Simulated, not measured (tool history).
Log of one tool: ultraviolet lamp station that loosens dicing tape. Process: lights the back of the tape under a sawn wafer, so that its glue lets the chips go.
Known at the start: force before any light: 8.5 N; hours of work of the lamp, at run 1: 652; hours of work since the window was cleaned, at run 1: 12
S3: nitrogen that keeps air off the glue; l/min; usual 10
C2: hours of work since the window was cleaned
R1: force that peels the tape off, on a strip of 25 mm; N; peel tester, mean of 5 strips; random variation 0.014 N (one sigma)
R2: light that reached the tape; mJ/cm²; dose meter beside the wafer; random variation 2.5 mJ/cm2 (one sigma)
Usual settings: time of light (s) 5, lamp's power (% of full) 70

{"run": 1, "day": 0.0, "time of light (s)": 5, "lamp's power (% of full)": 70, "S3": 10, "hours of work of the lamp": 652, "C2": 12, "R1": 0.928, "R2": 248}
{"run": 2, "day": 1.817, "time of light (s)": 5, "lamp's power (% of full)": 70, "S3": 10, "hours of work of the lamp": 682, "C2": 42, "R1": 0.997, "R2": 243}
{"run": 3, "day": 4.071, "time of light (s)": 4, "lamp's power (% of full)": 70, "S3": 10, "hours of work of the lamp": 719, "C2": 79, "R1": 1.446, "R2": 188}
{"run": 4, "day": 7.25, "time of light (s)": 4, "lamp's power (% of full)": 70, "S3": 10, "hours of work of the lamp": 771, "C2": 131, "R1": 1.507, "R2": 187}
{"run": 5, "day": 10.262, "time of light (s)": 4, "lamp's power (% of full)": 70, "S3": 10, "hours of work of the lamp": 820, "C2": 180, "R1": 1.595, "R2": 184}
{"run": 6, "day": 11.95, "time of light (s)": 4, "lamp's power (% of full)": 70, "S3": 10, "hours of work of the lamp": 848, "C2": 208, "R1": 1.609, "R2": 182}
{"run": 7, "day": 14.788, "time of light (s)": 4, "lamp's power (% of full)": 70, "S3": 10, "hours of work of the lamp": 894, "C2": 254, "R1": 1.69, "R2": 172}
{"run": 8, "day": 16.588, "time of light (s)": 4, "lamp's power (% of full)": 70, "S3": 10, "hours of work of the lamp": 924, "C2": 284, "R1": 1.75, "R2": 172}
{"run": 9, "day": 18.279, "time of light (s)": 4, "lamp's power (% of full)": 70, "S3": 9, "hours of work of the lamp": 952, "C2": 311, "R1": 1.835, "R2": 173}
{"day": 18.567, "done": "window cleaned of glue's vapour"}
{"run": 10, "day": 19.971, "time of light (s)": 7, "lamp's power (% of full)": 70, "S3": 9, "hours of work of the lamp": 979, "C2": 23, "R1": 0.695, "R2": 289}
{"run": 11, "day": 21.996, "time of light (s)": 6, "lamp's power (% of full)": 70, "S3": 10, "hours of work of the lamp": 1012, "C2": 56, "R1": 0.956, "R2": 240}
{"run": 12, "day": 25.246, "time of light (s)": 5, "lamp's power (% of full)": 70, "S3": 10, "hours of work of the lamp": 1065, "C2": 109, "R1": 1.422, "R2": 199}
{"run": 13, "day": 28.088, "time of light (s)": 5, "lamp's power (% of full)": 84, "S3": 10, "hours of work of the lamp": 1112, "C2": 156, "R1": 1.049, "R2": 228}
{"run": 14, "day": 30.608, "time of light (s)": 2, "lamp's power (% of full)": 71, "S3": 5, "hours of work of the lamp": 1153, "C2": 197, "R1": 4.952, "R2": 75}
{"run": 15, "day": 33.225, "time of light (s)": 2, "lamp's power (% of full)": 71, "S3": 5, "hours of work of the lamp": 1196, "C2": 240, "R1": 4.873, "R2": 75}
{"day": 34.875, "done": "window cleaned of glue's vapour, once more"}
{"run": 16, "day": 35.108, "time of light (s)": 2, "lamp's power (% of full)": 93, "S3": 6, "hours of work of the lamp": 1226, "C2": 4, "R1": 3.385, "R2": 115}
{"run": 17, "day": 38.242, "time of light (s)": 9, "lamp's power (% of full)": 70, "S3": 10, "hours of work of the lamp": 1278, "C2": 55, "R1": 0.321, "R2": 371}
{"day": 39.979, "done": "lamp changed"}
{"run": 18, "day": 40.833, "time of light (s)": 6, "lamp's power (% of full)": 94, "S3": 16, "hours of work of the lamp": 14, "C2": 97, "R1": 0.141, "R2": 455}
{"run": 19, "day": 42.292, "time of light (s)": 2, "lamp's power (% of full)": 88, "S3": 10, "hours of work of the lamp": 38, "C2": 121, "R1": 2.459, "R2": 142}
{"run": 20, "day": 44.721, "time of light (s)": 2, "lamp's power (% of full)": 88, "S3": 10, "hours of work of the lamp": 78, "C2": 161, "R1": 2.378, "R2": 139}
{"run": 21, "day": 46.512, "time of light (s)": 2, "lamp's power (% of full)": 88, "S3": 10, "hours of work of the lamp": 107, "C2": 190, "R1": 2.419, "R2": 132}
{"run": 22, "day": 49.129, "time of light (s)": 2, "lamp's power (% of full)": 88, "S3": 7, "hours of work of the lamp": 150, "C2": 233, "R1": 2.789, "R2": 133}
{"run": 23, "day": 52.421, "time of light (s)": 4, "lamp's power (% of full)": 75, "S3": 3, "hours of work of the lamp": 204, "C2": 287, "R1": 2.079, "R2": 217}
{"run": 24, "day": 54.158, "time of light (s)": 6, "lamp's power (% of full)": 94, "S3": 4, "hours of work of the lamp": 232, "C2": 315, "R1": 0.532, "R2": 407}
{"run": 25, "day": 56.15, "time of light (s)": 6, "lamp's power (% of full)": 84, "S3": 11, "hours of work of the lamp": 265, "C2": 348, "R1": 0.335, "R2": 360}

Forecast each of these 4 alternatives for the next run:
{"run": "A", "day": 57.988, "time of light (s)": 9, "lamp's power (% of full)": 84, "S3": 11, "hours of work of the lamp": 295, "C2": 378, "R1": "?", "R2": "?"}
{"run": "B", "day": 57.988, "time of light (s)": 7, "lamp's power (% of full)": 84, "S3": 11, "hours of work of the lamp": 295, "C2": 378, "R1": "?", "R2": "?"}
{"run": "C", "day": 57.988, "time of light (s)": 4, "lamp's power (% of full)": 70, "S3": 9, "hours of work of the lamp": 295, "C2": 378, "R1": "?", "R2": "?"}
{"run": "D", "day": 57.988, "time of light (s)": 9, "lamp's power (% of full)": 89, "S3": 15, "hours of work of the lamp": 295, "C2": 378, "R1": "?", "R2": "?"}

run=A R1=0.135 R2=530
run=B R1=0.235 R2=413
run=C R1=1.477 R2=195
run=D R1=0.101 R2=562
Without the tool's hidden state the same runs would have given:
run=A R1=0.103 R2=624
run=B R1=0.155 R2=486
run=C R1=1.097 R2=229
run=D R1=0.085 R2=661
